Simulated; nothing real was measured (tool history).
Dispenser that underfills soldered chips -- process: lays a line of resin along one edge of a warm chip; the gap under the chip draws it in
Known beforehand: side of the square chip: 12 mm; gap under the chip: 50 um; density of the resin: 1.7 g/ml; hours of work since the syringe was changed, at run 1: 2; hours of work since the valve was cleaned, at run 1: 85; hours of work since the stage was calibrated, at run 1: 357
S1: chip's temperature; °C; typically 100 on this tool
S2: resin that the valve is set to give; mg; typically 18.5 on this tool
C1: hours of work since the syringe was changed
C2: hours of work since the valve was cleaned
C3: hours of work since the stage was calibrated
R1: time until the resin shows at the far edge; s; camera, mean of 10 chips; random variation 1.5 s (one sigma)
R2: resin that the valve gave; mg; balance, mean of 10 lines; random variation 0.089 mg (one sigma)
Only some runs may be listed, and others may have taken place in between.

Run 1, day 0.000: usual settings; C1 2; C2 85; C3 357. Result: R1 155.5 s, R2 17.01 mg.
Run 2, day 0.500: usual settings; C1 11; C2 93; C3 365. Result: R1 209.0 s, R2 16.74 mg.
At day 0.600: new syringe of resin.
Run 3, day 1.000: usual settings; C1 7; C2 101; C3 373. Result: R1 178.5 s, R2 16.86 mg.
At day 1.312: new syringe of resin.
Run 4, day 1.312: usual settings; C1 0; C2 107; C3 378. Result: R1 144.1 s, R2 16.53 mg.
Run 5, day 1.729: usual settings but S1 94 °C; C1 7; C2 114; C3 386. Result: R1 212.7 s, R2 16.57 mg.
At day 2.042: new syringe of resin.
Run 6, day 2.062: usual settings but S1 94 °C; C1 0; C2 119; C3 391. Result: R1 171.6 s, R2 16.42 mg.
At day 2.333: dispensing valve cleaned and set on the balance.
Run 7, day 2.542: usual settings but S1 102 °C; C1 8; C2 4; C3 399. Result: R1 171.0 s, R2 18.32 mg.
At day 2.829: new syringe of resin.
Run 8, day 3.046: usual settings; C1 4; C2 12; C3 407. Result: R1 160.3 s, R2 18.21 mg.
At day 3.550: new syringe of resin.
Run 9, day 3.554: usual settings but S2 17.3 mg; C1 0; C2 20; C3 415. Result: R1 143.7 s, R2 16.85 mg.
Run 10, day 4.112: usual settings but S2 17.3 mg; C1 10; C2 30; C3 425. Result: R1 198.8 s, R2 16.76 mg.
At day 4.283: new syringe of resin.
Run 11, day 4.446: usual settings; C1 3; C2 35; C3 430. Result: R1 156.9 s, R2 17.83 mg.
Run 12, day 4.725: usual settings; C1 8; C2 40; C3 435. Result: R1 185.8 s, R2 17.69 mg.
At day 4.992: new syringe of resin.
Run 13, day 5.175: usual settings; C1 3; C2 48; C3 442. Result: R1 159.5 s, R2 17.50 mg.
At day 5.721: new syringe of resin.
Run 14, day 5.721: usual settings; C1 0; C2 57; C3 452. Result: R1 143.5 s, R2 17.45 mg.
Run 15, day 6.029: usual settings but S2 19.6 mg; C1 5; C2 62; C3 457. Result: R1 169.1 s, R2 18.46 mg.
At day 6.446: new syringe of resin.
Run 16, day 6.542: usual settings but S1 96 °C; C1 2; C2 70; C3 465. Result: R1 167.8 s, R2 17.17 mg.
Run 17, day 6.896: usual settings but S1 112 °C; C1 8; C2 76; C3 471. Result: R1 134.2 s, R2 17.31 mg.
At day 7.183: new syringe of resin.
Run 18, day 7.321: usual settings but S1 97 °C, S2 23.9 mg; C1 2; C2 83; C3 478. Result: R1 160.8 s, R2 22.02 mg.
Run 19, day 7.654: usual settings but S1 105 °C, S2 17.6 mg; C1 8; C2 89; C3 484. Result: R1 166.7 s, R2 16.12 mg.
At day 7.908: new syringe of resin.
Run 20, day 8.204: usual settings but S1 105 °C, S2 17.6 mg; C1 5; C2 98; C3 493. Result: R1 150.8 s, R2 15.88 mg.
At day 8.625: new syringe of resin.
Run 21, day 8.800: usual settings but S1 90 °C, S2 23.3 mg; C1 3; C2 108; C3 503. Result: R1 195.0 s, R2 20.93 mg.
Run 22, day 9.262: usual settings but S1 89 °C, S2 15.8 mg; C1 11; C2 116; C3 511. Result: R1 286.9 s, R2 13.98 mg.
At day 9.338: new syringe of resin.
At day 9.750: dispensing valve cleaned and set on the balance.
Run 23, day 9.758: usual settings but S1 94 °C, S2 21.1 mg; C1 6; C2 0; C3 519. Result: R1 202.2 s, R2 21.17 mg.
At day 10.125: new syringe of resin.
Run 24, day 10.392: usual settings but S1 94 °C, S2 20.4 mg; C1 5; C2 11; C3 529. Result: R1 186.0 s, R2 20.32 mg.
Run 25, day 10.675: usual settings but S1 94 °C, S2 20.4 mg; C1 9; C2 16; C3 534. Result: R1 216.7 s, R2 20.03 mg.
At day 10.850: new syringe of resin.
Run 26, day 11.350: usual settings but S1 87 °C, S2 20.1 mg; C1 8; C2 27; C3 545. Result: R1 258.6 s, R2 19.72 mg.
At day 11.567: new syringe of resin.
Run 27, day 11.862: usual settings but S1 105 °C, S2 20.1 mg; C1 5; C2 35; C3 554. Result: R1 143.9 s, R2 19.51 mg.
At day 12.283: new syringe of resin.
Run 28, day 12.283: usual settings but S1 105 °C, S2 20.1 mg; C1 0; C2 42; C3 561. Result: R1 125.4 s, R2 19.22 mg.
Run 29, day 12.925: usual settings but S1 105 °C, S2 20.1 mg; C1 11; C2 53; C3 572. Result: R1 177.0 s, R2 19.02 mg.
At day 13.008: new syringe of resin.
Run 30, day 13.346: usual settings but S1 92 °C, S2 16.9 mg; C1 6; C2 60; C3 579. Result: R1 208.6 s, R2 15.95 mg.
At day 13.742: new syringe of resin.
Run 31, day 13.821: usual settings but S1 114 °C, S2 16.6 mg; C1 1; C2 68; C3 586. Result: R1 107.3 s, R2 15.47 mg.
Run 32, day 14.267: usual settings but S1 113 °C, S2 15.8 mg; C1 9; C2 76; C3 594. Result: R1 146.0 s, R2 14.77 mg.
At day 14.488: new syringe of resin.
Run 33, day 14.808: usual settings but S1 104 °C, S2 17.4 mg; C1 5; C2 85; C3 603. Result: R1 151.1 s, R2 16.05 mg.
At day 15.204: new syringe of resin.
Run 34, day 15.204: usual settings but S1 85 °C, S2 18.1 mg; C1 0; C2 91; C3 610. Result: R1 211.5 s, R2 16.48 mg.

4 options for the next run, each taken on its own from the tool as it stands now. Forecast them:
Run A, day 15.712: usual settings but S1 93 °C, S2 20.3 mg; C1 9; C2 100; C3 618. Result: R1 ?, R2 ?.
Run B, day 15.712: usual settings but S1 109 °C, S2 22.2 mg; C1 9; C2 100; C3 618. Result: R1 ?, R2 ?.
Run C, day 15.712: usual settings but S1 112 °C, S2 18.4 mg; C1 9; C2 100; C3 618. Result: R1 ?, R2 ?.
Run D, day 15.712: usual settings but S1 85 °C, S2 23.4 mg; C1 9; C2 100; C3 618. Result: R1 ?, R2 ?.

run     R1     R2
  A  223.5  18.41
  B  148.5  20.09
  C  142.8  16.68
  D  269.4  21.13
Without the tool's unlogged condition, the same runs would have read:
run     R1     R2
  A  177.7  20.27
  B  117.9  22.13
  C  111.7  18.37
  D  216.5  23.28
